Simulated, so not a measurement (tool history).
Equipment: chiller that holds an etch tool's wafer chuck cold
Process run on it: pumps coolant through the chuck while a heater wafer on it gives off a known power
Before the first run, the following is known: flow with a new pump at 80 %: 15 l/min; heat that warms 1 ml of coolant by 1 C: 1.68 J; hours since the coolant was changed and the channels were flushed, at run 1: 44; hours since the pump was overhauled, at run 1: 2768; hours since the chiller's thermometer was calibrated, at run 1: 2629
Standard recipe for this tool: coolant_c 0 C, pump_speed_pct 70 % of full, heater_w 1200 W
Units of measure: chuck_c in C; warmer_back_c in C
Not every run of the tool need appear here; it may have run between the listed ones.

| run | hour | coolant_c | pump_speed_pct | heater_w | hours since the coolant was changed and the channels were flushed | hours since the pump was overhauled | hours since the chiller's thermometer was calibrated | chuck_c | warmer_back_c |
|---|---|---|---|---|---|---|---|---|---|
| 1 | 0 | 0 | 70 | 1200 | 44 | 2768 | 2629 | 8.4 | 3.33 |
| 2 | 90.7 | 0 | 70 | 1200 | 135 | 2859 | 2719 | 8.5 | 3.4 |
| 3 | 198.8 | 0 | 70 | 1200 | 243 | 2967 | 2827 | 8.5 | 3.34 |
|  | 207.7 | chiller's thermometer calibrated |
| 4 | 259.9 | 0 | 70 | 773 | 303 | 3027 | 52 | 5.2 | 2.18 |
| 5 | 368.9 | 2 | 70 | 1200 | 412 | 3136 | 161 | 10.3 | 3.35 |
| 6 | 452.7 | 2 | 70 | 1200 | 496 | 3220 | 245 | 10.5 | 3.37 |
| 7 | 525.7 | 2 | 70 | 1200 | 569 | 3293 | 318 | 10.5 | 3.39 |
| 8 | 608.6 | 2 | 70 | 1200 | 652 | 3376 | 401 | 10.6 | 3.37 |
| 9 | 722 | 2 | 70 | 1200 | 765 | 3489 | 514 | 10.5 | 3.47 |
|  | 735.1 | coolant pump overhauled |
| 10 | 817.8 | -2 | 89 | 1200 | 856 | 83 | 605 | 5.3 | 2.74 |
| 11 | 931.2 | -5 | 71 | 1641 | 969 | 196 | 718 | 6.6 | 4.65 |
| 12 | 1033.7 | -8 | 61 | 642 | 1072 | 299 | 821 | -2.8 | 2.16 |
|  | 1074.9 | coolant pump overhauled, once more |
| 13 | 1118.9 | -9 | 84 | 642 | 1152 | 44 | 901 | -4.8 | 1.44 |
| 14 | 1238.1 | -9 | 63 | 1200 | 1271 | 163 | 1020 | -0.1 | 3.6 |
| 15 | 1293 | -9 | 82 | 641 | 1326 | 218 | 1075 | -4.8 | 1.49 |

Selected run-to-run steps in chuck_c, each split into two signed amounts: the part the tool would show with no hidden state at all (from settings, incoming material and random variation), and the remainder, which goes to the hidden state together with any gauge scatter not common to the measured and the hidden-state-free results:
Hidden state at play: heat passed by the chuck's channels, % of clean ones'; flow at a given pump speed, % of a new pump's; coolant's true temperature over the reading, C; drift of the gauge itself on chuck_c, C; drift of the gauge itself on warmer_back_c, C.
Run 3 -> 4: heater_w 1200 -> 773, chiller's thermometer calibrated. chuck_c -3.3 C: hidden state -0.2, all else -3.1.
Run 11 -> 12: coolant_c -5 -> -8, pump_speed_pct 71 -> 61, heater_w 1641 -> 642. chuck_c -9.4 C: hidden state -0.2, all else -9.2.
